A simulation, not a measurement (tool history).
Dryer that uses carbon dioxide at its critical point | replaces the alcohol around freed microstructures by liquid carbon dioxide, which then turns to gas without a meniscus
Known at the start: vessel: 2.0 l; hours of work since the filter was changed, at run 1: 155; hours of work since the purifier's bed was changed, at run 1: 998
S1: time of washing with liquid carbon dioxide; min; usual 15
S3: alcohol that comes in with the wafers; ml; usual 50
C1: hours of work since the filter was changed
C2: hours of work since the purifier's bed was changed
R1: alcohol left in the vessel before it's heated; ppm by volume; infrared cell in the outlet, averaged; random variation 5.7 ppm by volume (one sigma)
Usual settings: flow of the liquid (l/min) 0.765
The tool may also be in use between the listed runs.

Run 1, hour 0: usual settings; C1 155; C2 998. Result: R1 329 ppm by volume.
At hour 36.4: purifier's bed changed.
Run 2, hour 52.4: usual settings; C1 176; C2 7. Result: R1 285 ppm by volume.
Run 3, hour 86: usual settings; C1 191; C2 22. Result: R1 288 ppm by volume.
At hour 99.1: inlet filter changed.
Run 4, hour 130.4: usual settings but flow of the liquid (l/min) 0.993; C1 14; C2 41. Result: R1 56 ppm by volume.
Run 5, hour 156: usual settings but flow of the liquid (l/min) 0.993, S3 72 ml; C1 25; C2 52. Result: R1 75 ppm by volume.
Run 6, hour 191.5: usual settings but flow of the liquid (l/min) 0.993, S3 72 ml; C1 40; C2 67. Result: R1 80 ppm by volume.
Run 7, hour 224.8: usual settings but flow of the liquid (l/min) 0.993, S3 72 ml; C1 55; C2 82. Result: R1 86 ppm by volume.
Run 8, hour 255.9: usual settings but flow of the liquid (l/min) 0.993, S3 72 ml; C1 69; C2 95. Result: R1 98 ppm by volume.
Run 9, hour 311.1: usual settings but flow of the liquid (l/min) 0.993, S3 72 ml; C1 93; C2 120. Result: R1 89 ppm by volume.
Run 10, hour 358.3: usual settings; C1 113; C2 140. Result: R1 233 ppm by volume.
Run 11, hour 387.1: usual settings; C1 126; C2 153. Result: R1 241 ppm by volume.
Run 12, hour 442.6: usual settings; C1 150; C2 177. Result: R1 259 ppm by volume.
Run 13, hour 489.1: usual settings; C1 170; C2 197. Result: R1 267 ppm by volume.
Run 14, hour 513.8: usual settings but flow of the liquid (l/min) 0.877; C1 181; C2 208. Result: R1 151 ppm by volume.
Run 15, hour 540.5: usual settings but flow of the liquid (l/min) 0.877; C1 193; C2 220. Result: R1 164 ppm by volume.
At hour 546.9: inlet filter changed.
Run 16, hour 586.6: usual settings; C1 17; C2 240. Result: R1 207 ppm by volume.
Run 17, hour 631.2: usual settings but S1 16 min, flow of the liquid (l/min) 0.802, S3 111 ml; C1 37; C2 259. Result: R1 274 ppm by volume.
Run 18, hour 661.4: usual settings but flow of the liquid (l/min) 0.6; C1 50; C2 272. Result: R1 556 ppm by volume.
Run 19, hour 706.8: usual settings but flow of the liquid (l/min) 0.766; C1 70; C2 292. Result: R1 241 ppm by volume.
Run 20, hour 756.4: usual settings but flow of the liquid (l/min) 0.631, S3 27 ml; C1 92; C2 314. Result: R1 287 ppm by volume.
Run 21, hour 809.2: usual settings but flow of the liquid (l/min) 0.85, S3 61 ml; C1 115; C2 337. Result: R1 191 ppm by volume.
Run 22, hour 866.5: usual settings but flow of the liquid (l/min) 1.087, S3 34 ml; C1 140; C2 362. Result: R1 57 ppm by volume.
Run 23, hour 892.2: usual settings but flow of the liquid (l/min) 1.087, S3 34 ml; C1 151; C2 373. Result: R1 57 ppm by volume.
Run 24, hour 924.5: usual settings but S1 16 min, flow of the liquid (l/min) 1.279, S3 25 ml; C1 165; C2 387. Result: R1 42 ppm by volume.
Run 25, hour 981.8: usual settings but S1 16 min, flow of the liquid (l/min) 1.279, S3 25 ml; C1 190; C2 412. Result: R1 38 ppm by volume.
At hour 995.2: inlet filter changed.
Run 26, hour 1041: usual settings but S1 12 min, S3 49 ml; C1 20; C2 438. Result: R1 529 ppm by volume.
Run 27, hour 1084.3: usual settings but S3 25 ml; C1 39; C2 457. Result: R1 136 ppm by volume.
Run 28, hour 1118.2: usual settings but S1 9 min, flow of the liquid (l/min) 1.274, S3 65 ml; C1 54; C2 471. Result: R1 326 ppm by volume.
Run 29, hour 1166.2: usual settings but S1 9 min, flow of the liquid (l/min) 1.274, S3 65 ml; C1 75; C2 492. Result: R1 330 ppm by volume.
Run 30, hour 1213.5: usual settings but S1 23 min, flow of the liquid (l/min) 1.274, S3 21 ml; C1 95; C2 513. Result: R1 41 ppm by volume.
Run 31, hour 1250.3: usual settings but S1 19 min, flow of the liquid (l/min) 0.75, S3 23 ml; C1 111; C2 529. Result: R1 75 ppm by volume.

Measured less the same run without the tool's hidden state. The same run-to-run variation is in both; the gauge's scatter may not be:
The hidden state here: flow that reaches the vessel past the clogged filter, %; alcohol in the recycled carbon dioxide, ppm; drift of the gauge itself on alcohol_ppm, %.
run    R1
  1  +157
  2   +98
  3  +108
  4    +5
  5    +8
  6   +12
  7   +15
  8   +20
  9   +26
 10   +55
 11   +62
 12   +75
 13   +85
 14   +62
 15   +65
 16   +27
 17   +42
 18   +68
 19   +52
 20   +63
 21   +62
 22   +33
 23   +36
 24   +30
 25   +32
 26   +50
 27   +40
 28   +65
 29   +75
 30   +37
 31   +46

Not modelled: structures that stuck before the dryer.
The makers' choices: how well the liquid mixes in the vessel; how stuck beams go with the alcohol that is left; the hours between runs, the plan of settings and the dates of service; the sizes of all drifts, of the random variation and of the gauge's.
